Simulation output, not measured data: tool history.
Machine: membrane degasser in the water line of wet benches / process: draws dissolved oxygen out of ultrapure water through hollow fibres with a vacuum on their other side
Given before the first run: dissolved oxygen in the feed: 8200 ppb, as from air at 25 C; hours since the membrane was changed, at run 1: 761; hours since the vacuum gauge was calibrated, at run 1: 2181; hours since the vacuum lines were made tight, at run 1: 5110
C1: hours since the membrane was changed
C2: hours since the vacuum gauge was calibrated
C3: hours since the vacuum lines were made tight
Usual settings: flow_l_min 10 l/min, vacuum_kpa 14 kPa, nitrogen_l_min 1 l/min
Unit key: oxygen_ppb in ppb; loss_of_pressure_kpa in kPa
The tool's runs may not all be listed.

{"run": 1, "hour": 0.0, "flow_l_min": 10, "vacuum_kpa": 14, "nitrogen_l_min": 1, "C1": 761, "C2": 2181, "C3": 5110, "oxygen_ppb": 259, "loss_of_pressure_kpa": 51.95}
{"run": 2, "hour": 27.0, "flow_l_min": 10, "vacuum_kpa": 14, "nitrogen_l_min": 1, "C1": 788, "C2": 2208, "C3": 5137, "oxygen_ppb": 258.1, "loss_of_pressure_kpa": 52.06}
{"run": 3, "hour": 56.1, "flow_l_min": 10, "vacuum_kpa": 14, "nitrogen_l_min": 1, "C1": 817, "C2": 2237, "C3": 5166, "oxygen_ppb": 258.9, "loss_of_pressure_kpa": 52.13}
{"run": 4, "hour": 78.0, "flow_l_min": 10, "vacuum_kpa": 14, "nitrogen_l_min": 1, "C1": 839, "C2": 2259, "C3": 5188, "oxygen_ppb": 258.7, "loss_of_pressure_kpa": 52.06}
{"run": 5, "hour": 98.5, "flow_l_min": 10, "vacuum_kpa": 14, "nitrogen_l_min": 1, "C1": 859, "C2": 2280, "C3": 5208, "oxygen_ppb": 258.3, "loss_of_pressure_kpa": 52.19}
{"run": 6, "hour": 132.1, "flow_l_min": 10, "vacuum_kpa": 14, "nitrogen_l_min": 1, "C1": 893, "C2": 2313, "C3": 5242, "oxygen_ppb": 259.1, "loss_of_pressure_kpa": 52.19}
{"run": 7, "hour": 164.4, "flow_l_min": 9, "vacuum_kpa": 14, "nitrogen_l_min": 1, "C1": 925, "C2": 2346, "C3": 5274, "oxygen_ppb": 235.6, "loss_of_pressure_kpa": 47}
{"run": 8, "hour": 189.5, "flow_l_min": 10, "vacuum_kpa": 10.5, "nitrogen_l_min": 1, "C1": 950, "C2": 2371, "C3": 5299, "oxygen_ppb": 178.6, "loss_of_pressure_kpa": 51.69}
{"run": 9, "hour": 236.1, "flow_l_min": 10, "vacuum_kpa": 10.5, "nitrogen_l_min": 1, "C1": 997, "C2": 2417, "C3": 5346, "oxygen_ppb": 177.7, "loss_of_pressure_kpa": 52.51}
{"run": 10, "hour": 258.7, "flow_l_min": 15, "vacuum_kpa": 18.9, "nitrogen_l_min": 1, "C1": 1020, "C2": 2440, "C3": 5369, "oxygen_ppb": 533.3, "loss_of_pressure_kpa": 78.33}
{"run": 11, "hour": 301.4, "flow_l_min": 9, "vacuum_kpa": 25.9, "nitrogen_l_min": 1, "C1": 1062, "C2": 2483, "C3": 5411, "oxygen_ppb": 477.5, "loss_of_pressure_kpa": 46.91}
{"run": 12, "hour": 339.2, "flow_l_min": 9, "vacuum_kpa": 25.9, "nitrogen_l_min": 1, "C1": 1100, "C2": 2520, "C3": 5449, "oxygen_ppb": 477.9, "loss_of_pressure_kpa": 46.86}
{"run": 13, "hour": 386.4, "flow_l_min": 16, "vacuum_kpa": 19.4, "nitrogen_l_min": 1, "C1": 1147, "C2": 2568, "C3": 5496, "oxygen_ppb": 578.7, "loss_of_pressure_kpa": 83.4}

3 ways to go on from here, each from the tool as it stands after run 13. What would each give?
{"run": "A", "hour": 422.1, "flow_l_min": 16, "vacuum_kpa": 19.4, "nitrogen_l_min": 1, "C1": 1183, "C2": 2603, "C3": 5532, "oxygen_ppb": "?", "loss_of_pressure_kpa": "?"}
{"run": "B", "hour": 422.1, "flow_l_min": 16, "vacuum_kpa": 18.1, "nitrogen_l_min": 0.53, "C1": 1183, "C2": 2603, "C3": 5532, "oxygen_ppb": "?", "loss_of_pressure_kpa": "?"}
{"run": "C", "hour": 422.1, "flow_l_min": 6, "vacuum_kpa": 13.2, "nitrogen_l_min": 1, "C1": 1183, "C2": 2603, "C3": 5532, "oxygen_ppb": "?", "loss_of_pressure_kpa": "?"}

run=A oxygen_ppb=580.1 loss_of_pressure_kpa=83.55
run=B oxygen_ppb=886.8 loss_of_pressure_kpa=83.67
run=C oxygen_ppb=152.4 loss_of_pressure_kpa=31.52
With no hidden state in the tool, these same runs would have given:
run=A oxygen_ppb=568.7 loss_of_pressure_kpa=82.55
run=B oxygen_ppb=874.3 loss_of_pressure_kpa=82.67
run=C oxygen_ppb=144.4 loss_of_pressure_kpa=31.15
